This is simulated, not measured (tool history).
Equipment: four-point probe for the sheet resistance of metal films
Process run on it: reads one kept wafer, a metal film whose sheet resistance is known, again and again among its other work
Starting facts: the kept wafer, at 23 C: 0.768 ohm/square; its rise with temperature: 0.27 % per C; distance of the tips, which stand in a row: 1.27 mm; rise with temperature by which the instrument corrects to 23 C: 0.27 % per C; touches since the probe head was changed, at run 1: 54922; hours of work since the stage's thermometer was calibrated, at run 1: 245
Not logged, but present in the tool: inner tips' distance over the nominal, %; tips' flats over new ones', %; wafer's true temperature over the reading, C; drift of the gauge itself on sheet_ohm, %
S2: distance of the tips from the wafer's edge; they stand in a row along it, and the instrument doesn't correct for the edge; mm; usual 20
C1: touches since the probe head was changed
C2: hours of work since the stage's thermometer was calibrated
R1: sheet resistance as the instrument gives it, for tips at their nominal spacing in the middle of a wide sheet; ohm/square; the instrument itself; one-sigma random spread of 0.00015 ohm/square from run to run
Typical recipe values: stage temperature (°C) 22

Run 1, day 0: usual settings; C1 54922; C2 245. Result: R1 0.768067 ohm/square.
Run 2, day 4.296: usual settings; C1 59985; C2 321. Result: R1 0.767849 ohm/square.
Run 3, day 7.596: usual settings; C1 63875; C2 380. Result: R1 0.768052 ohm/square.
Run 4, day 10.904: usual settings; C1 67778; C2 438. Result: R1 0.767456 ohm/square.
Run 5, day 15.438: usual settings; C1 73121; C2 519. Result: R1 0.767466 ohm/square.
Run 6, day 18.504: usual settings; C1 76732; C2 573. Result: R1 0.767547 ohm/square.
Run 7, day 20.917: usual settings; C1 79578; C2 616. Result: R1 0.767515 ohm/square.
Run 8, day 25.325: usual settings; C1 84775; C2 694. Result: R1 0.76718 ohm/square.
Run 9, day 28.212: usual settings; C1 88178; C2 745. Result: R1 0.767117 ohm/square.
Run 10, day 32.008: usual settings; C1 92653; C2 812. Result: R1 0.766913 ohm/square.
Run 11, day 34.121: usual settings; C1 95141; C2 849. Result: R1 0.766887 ohm/square.
Run 12, day 36.717: usual settings; C1 98202; C2 895. Result: R1 0.767008 ohm/square.
Run 13, day 40.908: usual settings; C1 103144; C2 969. Result: R1 0.76653 ohm/square.
Run 14, day 43.029: usual settings but S2 52 mm; C1 105646; C2 1007. Result: R1 0.765161 ohm/square.
Run 15, day 46.483: usual settings but S2 52 mm; C1 109718; C2 1068. Result: R1 0.765284 ohm/square.
Run 16, day 51.125: usual settings but S2 4 mm; C1 115186; C2 1150. Result: R1 0.804029 ohm/square.
Run 17, day 54.362: usual settings but S2 4 mm; C1 119006; C2 1208. Result: R1 0.804123 ohm/square.
Run 18, day 57.179: usual settings but S2 4 mm; C1 122323; C2 1257. Result: R1 0.803727 ohm/square.
Run 19, day 60.288: usual settings; C1 125990; C2 1313. Result: R1 0.766436 ohm/square.
Run 20, day 64.133: usual settings but stage temperature (°C) 25; C1 130521; C2 1381. Result: R1 0.76633 ohm/square.
Run 21, day 67.429: usual settings but stage temperature (°C) 25; C1 134405; C2 1439. Result: R1 0.766257 ohm/square.
Run 22, day 71.338: usual settings but stage temperature (°C) 25; C1 139011; C2 1508. Result: R1 0.765898 ohm/square.
Run 23, day 73.725: usual settings but stage temperature (°C) 20; C1 141830; C2 1550. Result: R1 0.766044 ohm/square.
Run 24, day 76.683: usual settings but S2 12 mm; C1 145314; C2 1603. Result: R1 0.768883 ohm/square.
Run 25, day 79.375: usual settings but S2 12 mm; C1 148487; C2 1650. Result: R1 0.768548 ohm/square.
Run 26, day 82.888: usual settings but stage temperature (°C) 34, S2 17 mm; C1 152629; C2 1713. Result: R1 0.766231 ohm/square.
Run 27, day 86.171: usual settings but stage temperature (°C) 28, S2 5 mm; C1 156497; C2 1771. Result: R1 0.789482 ohm/square.
Run 28, day 90.762: usual settings but stage temperature (°C) 27, S2 3 mm; C1 161913; C2 1852. Result: R1 0.830337 ohm/square.
At day 93.292: stage's thermometer calibrated.
Run 29, day 95.55: usual settings but stage temperature (°C) 27, S2 3 mm; C1 167532; C2 40. Result: R1 0.8312 ohm/square.
Run 30, day 97.888: usual settings but stage temperature (°C) 27, S2 3 mm; C1 170287; C2 81. Result: R1 0.831407 ohm/square.
Run 31, day 101.942: usual settings but stage temperature (°C) 27, S2 18 mm; C1 175066; C2 153. Result: R1 0.76629 ohm/square.
Run 32, day 106.758: usual settings but stage temperature (°C) 27, S2 18 mm; C1 180743; C2 238. Result: R1 0.766284 ohm/square.
Run 33, day 110.512: usual settings but S2 30 mm; C1 185169; C2 305. Result: R1 0.765276 ohm/square.
Run 34, day 114.404: usual settings but stage temperature (°C) 28, S2 34 mm; C1 189756; C2 374. Result: R1 0.764467 ohm/square.
Run 35, day 117.596: usual settings but stage temperature (°C) 28, S2 34 mm; C1 193516; C2 430. Result: R1 0.764617 ohm/square.
Run 36, day 120.392: usual settings but stage temperature (°C) 20, S2 11 mm; C1 196814; C2 480. Result: R1 0.769738 ohm/square.
Run 37, day 122.933: usual settings but stage temperature (°C) 33, S2 6 mm; C1 199808; C2 525. Result: R1 0.781756 ohm/square.
Run 38, day 126.575: usual settings but stage temperature (°C) 19, S2 5 mm; C1 204101; C2 589. Result: R1 0.789664 ohm/square.
Run 39, day 131.129: usual settings but stage temperature (°C) 32, S2 53 mm; C1 209470; C2 670. Result: R1 0.763821 ohm/square.
Run 40, day 134.912: usual settings but stage temperature (°C) 28, S2 22 mm; C1 213929; C2 737. Result: R1 0.76497 ohm/square.
Run 41, day 139.271: usual settings but stage temperature (°C) 27, S2 22 mm; C1 219068; C2 814. Result: R1 0.765059 ohm/square.
Run 42, day 141.921: usual settings but stage temperature (°C) 26, S2 8 mm; C1 222191; C2 861. Result: R1 0.77361 ohm/square.
At day 144.033: new probe head fitted.
Run 43, day 145.779: usual settings but stage temperature (°C) 18, S2 5 mm; C1 2058; C2 929. Result: R1 0.793824 ohm/square.
Run 44, day 149.096: usual settings but stage temperature (°C) 18, S2 5 mm; C1 5964; C2 987. Result: R1 0.793413 ohm/square.
Run 45, day 153.429: usual settings but stage temperature (°C) 18, S2 5 mm; C1 11073; C2 1064. Result: R1 0.793218 ohm/square.

Predict each of these 4 candidate next runs independently; none follows another, all start after run 45:
Run A, day 157.546: usual settings but stage temperature (°C) 19, S2 26 mm; C1 15926; C2 1137. Result: R1 ?.
Run B, day 157.546: usual settings but stage temperature (°C) 19, S2 8 mm; C1 15926; C2 1137. Result: R1 ?.
Run C, day 157.546: usual settings but stage temperature (°C) 27, S2 45 mm; C1 15926; C2 1137. Result: R1 ?.
Run D, day 157.546: usual settings but stage temperature (°C) 21, S2 53 mm; C1 15926; C2 1137. Result: R1 ?.

run        R1
  A   0.76864
  B  0.777958
  C  0.767551
  D  0.767715
The same runs, with their run-to-run variation unchanged, on a tool lacking any hidden condition would have given:
run        R1
  A  0.769172
  B  0.778497
  C  0.768071
  D  0.768243
